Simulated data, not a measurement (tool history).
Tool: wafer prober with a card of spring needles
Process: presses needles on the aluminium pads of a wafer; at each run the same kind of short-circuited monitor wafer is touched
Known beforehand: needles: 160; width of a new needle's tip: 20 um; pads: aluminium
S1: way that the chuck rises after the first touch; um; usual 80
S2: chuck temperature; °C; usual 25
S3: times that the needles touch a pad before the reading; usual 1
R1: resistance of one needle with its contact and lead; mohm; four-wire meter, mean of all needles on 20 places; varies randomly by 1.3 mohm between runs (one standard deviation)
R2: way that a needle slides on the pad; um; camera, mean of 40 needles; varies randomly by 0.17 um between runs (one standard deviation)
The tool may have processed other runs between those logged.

Run 1, hour 0: usual settings. Result: R1 102 mohm, R2 19.69 um.
At hour 2: tips cleaned on abrasive film.
At hour 6.9: tips cleaned on abrasive film.
Run 2, hour 7.3: usual settings. Result: R1 102 mohm, R2 19.72 um.
At hour 11.1: tips cleaned on abrasive film.
At hour 15.1: tips cleaned on abrasive film.
Run 3, hour 18.2: usual settings but S3 2. Result: R1 104 mohm, R2 19.81 um.
At hour 19.3: tips cleaned on abrasive film.
At hour 23.2: tips cleaned on abrasive film.
At hour 27.3: tips cleaned on abrasive film.
Run 4, hour 30.9: usual settings but S3 2. Result: R1 102 mohm, R2 19.81 um.
At hour 31.9: tips cleaned on abrasive film.
At hour 36.7: tips cleaned on abrasive film.
At hour 41.3: tips cleaned on abrasive film.
Run 5, hour 42.8: usual settings. Result: R1 101 mohm, R2 19.81 um.
At hour 45.7: tips cleaned on abrasive film.
At hour 50.6: tips cleaned on abrasive film.
Run 6, hour 51.1: usual settings. Result: R1 103 mohm, R2 19.9 um.
At hour 54.8: tips cleaned on abrasive film.
Run 7, hour 58.3: usual settings but S3 2. Result: R1 103 mohm, R2 19.7 um.
At hour 59.4: tips cleaned on abrasive film.
At hour 63.6: tips cleaned on abrasive film.
Run 8, hour 65.7: usual settings but S3 2. Result: R1 103 mohm, R2 19.62 um.
At hour 67.7: tips cleaned on abrasive film.
At hour 72.5: tips cleaned on abrasive film.
At hour 77.2: tips cleaned on abrasive film.
Run 9, hour 77.4: usual settings. Result: R1 104 mohm, R2 19.85 um.
At hour 81.2: tips cleaned on abrasive film.
Run 10, hour 84.4: usual settings. Result: R1 102 mohm, R2 19.46 um.
At hour 85.2: tips cleaned on abrasive film.
At hour 89.7: tips cleaned on abrasive film.
At hour 94.2: tips cleaned on abrasive film.
At hour 98.8: tips cleaned on abrasive film.
Run 11, hour 98.8: usual settings. Result: R1 103 mohm, R2 19.71 um.
At hour 102.7: tips cleaned on abrasive film.
At hour 107.6: tips cleaned on abrasive film.
Run 12, hour 109.5: usual settings but S2 46 °C. Result: R1 103 mohm, R2 19.92 um.
At hour 111.6: tips cleaned on abrasive film.
At hour 116: tips cleaned on abrasive film.
At hour 120: tips cleaned on abrasive film.
Run 13, hour 122.3: usual settings. Result: R1 102 mohm, R2 19.71 um.
At hour 124.3: tips cleaned on abrasive film.
At hour 129.1: tips cleaned on abrasive film.
Run 14, hour 132.6: usual settings. Result: R1 105 mohm, R2 19.83 um.
At hour 133.6: tips cleaned on abrasive film.
At hour 138.4: tips cleaned on abrasive film.
At hour 143.2: tips cleaned on abrasive film.
Run 15, hour 145: usual settings. Result: R1 102 mohm, R2 19.57 um.
At hour 147.7: tips cleaned on abrasive film.
At hour 152.2: tips cleaned on abrasive film.
At hour 156.5: tips cleaned on abrasive film.
Run 16, hour 157: usual settings but S1 100 um. Result: R1 101 mohm, R2 24.58 um.
At hour 160.7: tips cleaned on abrasive film.
At hour 165.1: tips cleaned on abrasive film.
Run 17, hour 166.7: usual settings but S1 100 um. Result: R1 103 mohm, R2 24.57 um.
At hour 169.4: tips cleaned on abrasive film.
At hour 174.2: tips cleaned on abrasive film.
At hour 178.9: tips cleaned on abrasive film.
Run 18, hour 178.9: usual settings but S1 100 um. Result: R1 99 mohm, R2 24.73 um.
At hour 183.3: tips cleaned on abrasive film.
At hour 188: tips cleaned on abrasive film.
At hour 192.6: tips cleaned on abrasive film.
At hour 192.9: height of the first contact set anew.
Run 19, hour 196.6: usual settings but S1 63 um, S2 62 °C. Result: R1 109 mohm, R2 15.47 um.
At hour 197.6: tips cleaned on abrasive film.
At hour 202.4: tips cleaned on abrasive film.
Run 20, hour 205: usual settings but S1 95 um, S2 121 °C. Result: R1 113 mohm, R2 23.34 um.

For run 21, what comes out?
At hour 206.9: tips cleaned on abrasive film.
At hour 211.6: tips cleaned on abrasive film.
At hour 216.3: tips cleaned on abrasive film.
At hour 220.5: tips cleaned on abrasive film.
Run 21, hour 220.5: usual settings but S1 95 um, S2 121 °C. Result: R1 ?, R2 ?.

Run 21 measured R1 110 mohm, R2 23.64 um.
The same run, on a tool lacking any hidden state, would have yielded R1 110 mohm, R2 23.65 um.
